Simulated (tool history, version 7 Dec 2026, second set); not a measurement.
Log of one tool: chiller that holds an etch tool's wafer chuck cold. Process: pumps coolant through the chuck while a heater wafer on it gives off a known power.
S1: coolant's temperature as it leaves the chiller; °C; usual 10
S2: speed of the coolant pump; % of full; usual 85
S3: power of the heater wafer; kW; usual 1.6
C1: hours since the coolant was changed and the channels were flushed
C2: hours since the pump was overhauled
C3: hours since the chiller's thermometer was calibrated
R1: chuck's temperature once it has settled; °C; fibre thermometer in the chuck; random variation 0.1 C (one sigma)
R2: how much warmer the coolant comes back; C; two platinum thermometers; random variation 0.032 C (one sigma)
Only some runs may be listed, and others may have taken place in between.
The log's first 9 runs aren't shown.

run 10 day=17.758 | S1=10 S2=85 S3=1.6 | C1=1393 C2=2664 C3=3265 | R1=27.5 R2=4.36
run 11 day=20.188 | S1=1 S2=85 S3=1.6 | C1=1451 C2=2722 C3=3323 | R1=18.5 R2=4.33
run 12 day=21.708 | S1=1 S2=85 S3=1.6 | C1=1487 C2=2758 C3=3360 | R1=18.5 R2=4.28
run 13 day=23.179 | S1=10 S2=85 S3=1.6 | C1=1523 C2=2794 C3=3395 | R1=27.6 R2=4.37
run 14 day=25.725 | S1=10 S2=85 S3=1.6 | C1=1584 C2=2855 C3=3456 | R1=27.7 R2=4.35
run 15 day=27.242 | S1=10 S2=85 S3=1.6 | C1=1620 C2=2891 C3=3493 | R1=27.5 R2=4.34
run 16 day=29.267 | S1=10 S2=85 S3=1.6 | C1=1669 C2=2940 C3=3541 | R1=27.7 R2=4.3
run 17 day=30.808 | S1=8 S2=85 S3=0.904 | C1=1706 C2=2977 C3=3578 | R1=17.7 R2=2.46
run 18 day=33.475 | S1=17 S2=90 S3=1.803 | C1=1770 C2=3041 C3=3642 | R1=36 R2=4.57
run 19 day=36.129 | S1=9 S2=85 S3=1.752 | C1=1834 C2=3104 C3=3706 | R1=28.6 R2=4.76
run 20 day=38.517 | S1=10 S2=68 S3=1.6 | C1=1891 C2=3162 C3=3763 | R1=31.7 R2=5.46
run 21 day=41.092 | S1=10 S2=68 S3=1.6 | C1=1953 C2=3224 C3=3825 | R1=31.8 R2=5.47
run 22 day=43.138 | S1=10 S2=68 S3=1.6 | C1=2002 C2=3273 C3=3874 | R1=31.9 R2=5.43
run 23 day=44.675 | S1=10 S2=68 S3=2.135 | C1=2039 C2=3310 C3=3911 | R1=39.5 R2=7.37
run 24 day=45.892 | S1=4 S2=68 S3=2.135 | C1=2068 C2=3339 C3=3940 | R1=33.4 R2=7.35
run 25 day=47.338 | S1=4 S2=68 S3=2.135 | C1=2103 C2=3373 C3=3975 | R1=33.4 R2=7.37
run 26 day=48.467 | S1=9 S2=88 S3=1.289 | C1=2130 C2=3401 C3=4002 | R1=23 R2=3.34
run 27 day=51.179 | S1=9 S2=88 S3=1.289 | C1=2195 C2=3466 C3=4067 | R1=23.1 R2=3.41
run 28 day=53.317 | S1=2 S2=85 S3=1.574 | C1=2246 C2=3517 C3=4119 | R1=19.8 R2=4.37
run 29 day=54.729 | S1=2 S2=85 S3=1.574 | C1=2280 C2=3551 C3=4152 | R1=20 R2=4.36
run 30 day=57.346 | S1=2 S2=85 S3=1.574 | C1=2343 C2=3614 C3=4215 | R1=19.9 R2=4.39
run 31 day=59.475 | S1=9 S2=95 S3=1.693 | C1=2394 C2=3665 C3=4266 | R1=26.7 R2=4.22

Forecast each of these 5 alternatives for the next run:
run A day=60.729 | S1=8 S2=62 S3=1.693 | C1=2424 C2=3695 C3=4296 | R1=? R2=?
run B day=60.729 | S1=14 S2=100 S3=1.407 | C1=2424 C2=3695 C3=4296 | R1=? R2=?
run C day=60.729 | S1=4 S2=87 S3=1.6 | C1=2424 C2=3695 C3=4296 | R1=? R2=?
run D day=60.729 | S1=4 S2=85 S3=1.151 | C1=2424 C2=3695 C3=4296 | R1=? R2=?
run E day=60.729 | S1=11 S2=86 S3=2.108 | C1=2424 C2=3695 C3=4296 | R1=? R2=?

run=A R1=33.6 R2=6.38
run=B R1=27.8 R2=3.26
run=C R1=21.8 R2=4.27
run=D R1=17.1 R2=3.2
run=E R1=35 R2=5.74
Without the tool's hidden state the same runs would have given:
run=A R1=30.6 R2=5.94
run=B R1=26.4 R2=3.04
run=C R1=19.8 R2=3.97
run=D R1=15.8 R2=2.98
run=E R1=32.1 R2=5.34

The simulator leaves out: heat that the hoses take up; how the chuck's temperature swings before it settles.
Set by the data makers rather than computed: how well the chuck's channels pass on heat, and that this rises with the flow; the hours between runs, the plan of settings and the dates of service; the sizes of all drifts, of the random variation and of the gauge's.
